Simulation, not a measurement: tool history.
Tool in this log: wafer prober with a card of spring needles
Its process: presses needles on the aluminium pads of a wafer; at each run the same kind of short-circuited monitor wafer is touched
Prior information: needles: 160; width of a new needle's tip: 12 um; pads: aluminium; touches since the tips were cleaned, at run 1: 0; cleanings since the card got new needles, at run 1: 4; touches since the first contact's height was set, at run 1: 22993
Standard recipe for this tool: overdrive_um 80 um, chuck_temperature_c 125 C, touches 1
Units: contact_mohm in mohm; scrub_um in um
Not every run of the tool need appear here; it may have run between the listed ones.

run,day,overdrive_um,chuck_temperature_c,touches,touches since the tips were cleaned,cleanings since the card got new needles,touches since the first contact's height was set,contact_mohm,scrub_um
1,0,80,125,1,0,4,22993,186,20.4
2,0.442,80,33,1,2907,4,25900,179,20.4
# day 0.817: tips cleaned on abrasive film
3,0.871,83,33,1,348,5,28675,167,21.08
4,1.2,67,125,1,2496,5,30823,199,17.05
5,1.546,80,125,1,4762,5,33089,203,20.36
# day 1.617: tips cleaned on abrasive film
6,1.796,80,125,1,1161,6,34694,187,20.29
7,2.167,80,125,1,3589,6,37122,200,20.33
# day 2.421: tips cleaned on abrasive film
8,2.546,80,125,2,825,7,39602,185,20.29
9,3,94,125,2,3792,7,42569,189,23.88
# day 3.2: tips cleaned on abrasive film
10,3.371,94,125,2,1112,8,44955,188,23.81
11,3.875,94,125,2,4434,8,48277,195,23.92
# day 3.992: tips cleaned on abrasive film
12,4.246,80,125,1,1663,9,50663,189,20.27
13,4.538,80,125,1,3577,9,52577,196,20.26
# day 4.788: tips cleaned on abrasive film
14,5.067,80,125,2,1814,10,56013,188,20.17
15,5.546,80,125,2,4953,10,59152,194,20.26
# day 5.592: tips cleaned on abrasive film
16,5.888,80,125,1,1958,11,61384,194,20.26
17,6.175,80,125,1,3825,11,63251,203,20.18
# day 6.383: tips cleaned on abrasive film
18,6.688,80,52,1,1988,12,66577,182,20.25
19,6.996,98,38,3,4012,12,68601,171,24.83
# day 7.167: tips cleaned on abrasive film
20,7.246,76,38,3,513,13,70212,166,19.14
21,7.533,76,38,3,2393,13,72092,170,19.14
22,7.858,61,45,3,4527,13,74226,181,15.28
# day 7.975: tips cleaned on abrasive film
23,8.175,61,45,3,1323,14,76286,172,15.31
24,8.533,80,107,1,3674,14,78637,196,20.24
# day 8.771: tips cleaned on abrasive film
25,8.846,80,107,1,482,15,80646,181,20.05
26,9.288,61,26,2,3360,15,83524,179,15.27
# day 9.554: tips cleaned on abrasive film
27,9.842,99,26,2,1885,16,87135,170,24.96
28,10.271,77,125,3,4709,16,89959,188,19.28
# day 10.338: tips cleaned on abrasive film
29,10.517,67,26,3,1198,17,91547,167,16.79
30,10.962,91,125,1,4113,17,94462,200,22.87
# day 11.121: tips cleaned on abrasive film
31,11.421,91,125,1,1981,18,97442,190,22.87
32,11.883,91,46,3,5010,18,100471,177,22.84
# day 11.933: tips cleaned on abrasive film
33,12.121,63,57,1,1241,19,101990,182,15.75
34,12.375,77,74,2,2917,19,103666,178,19.28
# day 12.733: tips cleaned on abrasive film
35,12.908,70,74,2,1159,20,107126,178,17.34

What if the next run were any one of these 3? Each begins from the tool's condition after run 35:
A,13.138,74,100,2,2664,20,108631,?,?
B,13.138,89,90,1,2664,20,108631,?,?
C,13.138,73,74,1,2664,20,108631,?,?

run,contact_mohm,scrub_um
A,186,18.46
B,189,22.31
C,188,18.2
Without the tool's hidden state the same runs would have given:
run,contact_mohm,scrub_um
A,176,18.94
B,174,22.79
C,170,18.68
